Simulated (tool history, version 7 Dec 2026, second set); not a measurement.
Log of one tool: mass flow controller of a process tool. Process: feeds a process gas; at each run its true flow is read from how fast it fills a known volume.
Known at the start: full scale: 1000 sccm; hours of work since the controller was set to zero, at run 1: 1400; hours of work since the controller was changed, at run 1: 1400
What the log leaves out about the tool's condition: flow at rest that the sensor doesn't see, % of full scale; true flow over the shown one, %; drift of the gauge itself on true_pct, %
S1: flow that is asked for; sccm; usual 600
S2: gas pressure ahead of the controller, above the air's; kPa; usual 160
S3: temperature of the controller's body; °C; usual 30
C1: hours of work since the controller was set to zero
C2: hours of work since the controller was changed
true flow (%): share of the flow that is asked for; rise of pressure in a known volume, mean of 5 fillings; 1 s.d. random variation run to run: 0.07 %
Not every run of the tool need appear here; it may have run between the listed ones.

run 1 day=0 | S1=600 S2=160 S3=30 | C1=1400 C2=1400 | true_flow_(%)=98.13
run 2 day=3.879 | S1=600 S2=160 S3=30 | C1=1436 C2=1436 | true_flow_(%)=98
run 3 day=6.225 | S1=600 S2=160 S3=22 | C1=1457 C2=1457 | true_flow_(%)=98.91
run 4 day=8.429 | S1=600 S2=160 S3=30 | C1=1477 C2=1477 | true_flow_(%)=97.94
run 5 day=10.446 | S1=600 S2=160 S3=30 | C1=1496 C2=1496 | true_flow_(%)=97.93
run 6 day=12.879 | S1=600 S2=160 S3=27 | C1=1518 C2=1518 | true_flow_(%)=98.2
run 7 day=15.454 | S1=600 S2=160 S3=26 | C1=1541 C2=1541 | true_flow_(%)=98.35
run 8 day=17.529 | S1=600 S2=164 S3=30 | C1=1560 C2=1560 | true_flow_(%)=97.93
run 9 day=19.433 | S1=600 S2=160 S3=38 | C1=1578 C2=1578 | true_flow_(%)=97.11
run 10 day=21.471 | S1=600 S2=204 S3=21 | C1=1596 C2=1596 | true_flow_(%)=99.1
run 11 day=23.646 | S1=600 S2=204 S3=21 | C1=1616 C2=1616 | true_flow_(%)=99.1
run 12 day=26.083 | S1=465 S2=160 S3=24 | C1=1638 C2=1638 | true_flow_(%)=98.02
run 13 day=27.821 | S1=465 S2=160 S3=24 | C1=1654 C2=1654 | true_flow_(%)=97.92
run 14 day=30.767 | S1=600 S2=172 S3=37 | C1=1681 C2=1681 | true_flow_(%)=97.31
run 15 day=32.55 | S1=281 S2=229 S3=25 | C1=1698 C2=1698 | true_flow_(%)=97.08
run 16 day=34.254 | S1=327 S2=190 S3=26 | C1=1713 C2=1713 | true_flow_(%)=97.05
run 17 day=36.542 | S1=485 S2=264 S3=23 | C1=1734 C2=1734 | true_flow_(%)=98.66

What if the next run were any one of these 4? Each begins from the tool's condition after run 17:
run A day=40.292 | S1=135 S2=198 S3=23 | C1=1768 C2=1768 | true_flow_(%)=?
run B day=40.292 | S1=308 S2=213 S3=23 | C1=1768 C2=1768 | true_flow_(%)=?
run C day=40.292 | S1=562 S2=162 S3=27 | C1=1768 C2=1768 | true_flow_(%)=?
run D day=40.292 | S1=485 S2=264 S3=25 | C1=1768 C2=1768 | true_flow_(%)=?

run=A true_flow_(%)=94.5
run=B true_flow_(%)=97.38
run=C true_flow_(%)=98.11
run=D true_flow_(%)=98.53
Stripped of hidden state, with their random variation kept, the same runs would have yielded:
run=A true_flow_(%)=97.69
run=B true_flow_(%)=98.43
run=C true_flow_(%)=98.41
run=D true_flow_(%)=98.97
